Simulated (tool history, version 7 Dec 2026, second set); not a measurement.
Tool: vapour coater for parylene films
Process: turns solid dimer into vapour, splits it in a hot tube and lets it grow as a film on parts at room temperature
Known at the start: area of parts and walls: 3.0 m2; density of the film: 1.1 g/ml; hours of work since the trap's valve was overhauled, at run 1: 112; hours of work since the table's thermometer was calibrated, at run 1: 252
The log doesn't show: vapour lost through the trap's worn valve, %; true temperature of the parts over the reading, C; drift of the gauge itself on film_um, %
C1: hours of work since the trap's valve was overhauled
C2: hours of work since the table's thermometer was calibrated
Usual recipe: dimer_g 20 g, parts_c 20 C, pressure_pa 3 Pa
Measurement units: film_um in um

{"run": 1, "hour": 0.0, "dimer_g": 20, "parts_c": 20, "pressure_pa": 3, "C1": 112, "C2": 252, "film_um": 3.36}
{"run": 2, "hour": 14.0, "dimer_g": 20, "parts_c": 20, "pressure_pa": 9.61, "C1": 125, "C2": 265, "film_um": 2.83}
{"run": 3, "hour": 22.3, "dimer_g": 20, "parts_c": 20, "pressure_pa": 9.61, "C1": 132, "C2": 272, "film_um": 2.85}
{"run": 4, "hour": 35.8, "dimer_g": 20, "parts_c": 20, "pressure_pa": 9.61, "C1": 144, "C2": 284, "film_um": 2.8}
{"run": 5, "hour": 45.1, "dimer_g": 25, "parts_c": 20, "pressure_pa": 9.61, "C1": 152, "C2": 292, "film_um": 3.51}
{"run": 6, "hour": 60.6, "dimer_g": 25, "parts_c": 20, "pressure_pa": 9.61, "C1": 166, "C2": 306, "film_um": 3.52}
{"run": 7, "hour": 67.6, "dimer_g": 25, "parts_c": 20, "pressure_pa": 9.61, "C1": 172, "C2": 312, "film_um": 3.52}
{"run": 8, "hour": 81.1, "dimer_g": 25, "parts_c": 20, "pressure_pa": 9.61, "C1": 184, "C2": 324, "film_um": 3.5}
{"run": 9, "hour": 95.8, "dimer_g": 25, "parts_c": 20, "pressure_pa": 9.61, "C1": 197, "C2": 337, "film_um": 3.5}
{"run": 10, "hour": 108.3, "dimer_g": 25, "parts_c": 20, "pressure_pa": 9.61, "C1": 208, "C2": 348, "film_um": 3.42}
{"hour": 114.7, "done": "trap's valve overhauled"}
{"run": 11, "hour": 124.0, "dimer_g": 25, "parts_c": 20, "pressure_pa": 9.61, "C1": 8, "C2": 359, "film_um": 3.77}
{"run": 12, "hour": 130.9, "dimer_g": 14, "parts_c": 20, "pressure_pa": 9.61, "C1": 14, "C2": 365, "film_um": 2.06}
{"run": 13, "hour": 144.2, "dimer_g": 24, "parts_c": 17, "pressure_pa": 9, "C1": 26, "C2": 377, "film_um": 4.01}
{"run": 14, "hour": 153.0, "dimer_g": 10, "parts_c": 17, "pressure_pa": 7.98, "C1": 34, "C2": 384, "film_um": 1.68}
{"run": 15, "hour": 166.4, "dimer_g": 14, "parts_c": 17, "pressure_pa": 3, "C1": 46, "C2": 396, "film_um": 2.7}
{"run": 16, "hour": 174.9, "dimer_g": 22, "parts_c": 26, "pressure_pa": 3, "C1": 53, "C2": 404, "film_um": 2.91}
{"run": 17, "hour": 188.9, "dimer_g": 22, "parts_c": 18, "pressure_pa": 9.52, "C1": 66, "C2": 416, "film_um": 3.47}
{"run": 18, "hour": 204.0, "dimer_g": 19, "parts_c": 30, "pressure_pa": 3.28, "C1": 79, "C2": 430, "film_um": 2.15}
{"run": 19, "hour": 212.5, "dimer_g": 12, "parts_c": 16, "pressure_pa": 11.37, "C1": 87, "C2": 437, "film_um": 1.96}
{"run": 20, "hour": 228.3, "dimer_g": 14, "parts_c": 18, "pressure_pa": 11.37, "C1": 101, "C2": 451, "film_um": 2.15}
{"run": 21, "hour": 240.5, "dimer_g": 17, "parts_c": 13, "pressure_pa": 3.52, "C1": 112, "C2": 462, "film_um": 3.65}
{"run": 22, "hour": 251.7, "dimer_g": 26, "parts_c": 12, "pressure_pa": 2.07, "C1": 122, "C2": 472, "film_um": 6.38}
{"run": 23, "hour": 261.6, "dimer_g": 20, "parts_c": 20, "pressure_pa": 5.15, "C1": 130, "C2": 481, "film_um": 3.12}
{"run": 24, "hour": 275.2, "dimer_g": 20, "parts_c": 20, "pressure_pa": 5.15, "C1": 142, "C2": 493, "film_um": 3.11}

Consider 4 possible next runs. They are alternatives, not a sequence: every one starts from the tool as it was left by run 24. What does each give?
{"run": "A", "hour": 287.5, "dimer_g": 30, "parts_c": 23, "pressure_pa": 3.64, "C1": 153, "C2": 504, "film_um": "?"}
{"run": "B", "hour": 287.5, "dimer_g": 27, "parts_c": 13, "pressure_pa": 9.11, "C1": 153, "C2": 504, "film_um": "?"}
{"run": "C", "hour": 287.5, "dimer_g": 26, "parts_c": 20, "pressure_pa": 6.82, "C1": 153, "C2": 504, "film_um": "?"}
{"run": "D", "hour": 287.5, "dimer_g": 34, "parts_c": 20, "pressure_pa": 9.88, "C1": 153, "C2": 504, "film_um": "?"}

run=A film_um=4.25
run=B film_um=5.06
run=C film_um=3.85
run=D film_um=4.79
Without the tool's unlogged condition, the same runs would have read:
run=A film_um=4.51
run=B film_um=5.37
run=C film_um=4.09
run=D film_um=5.08
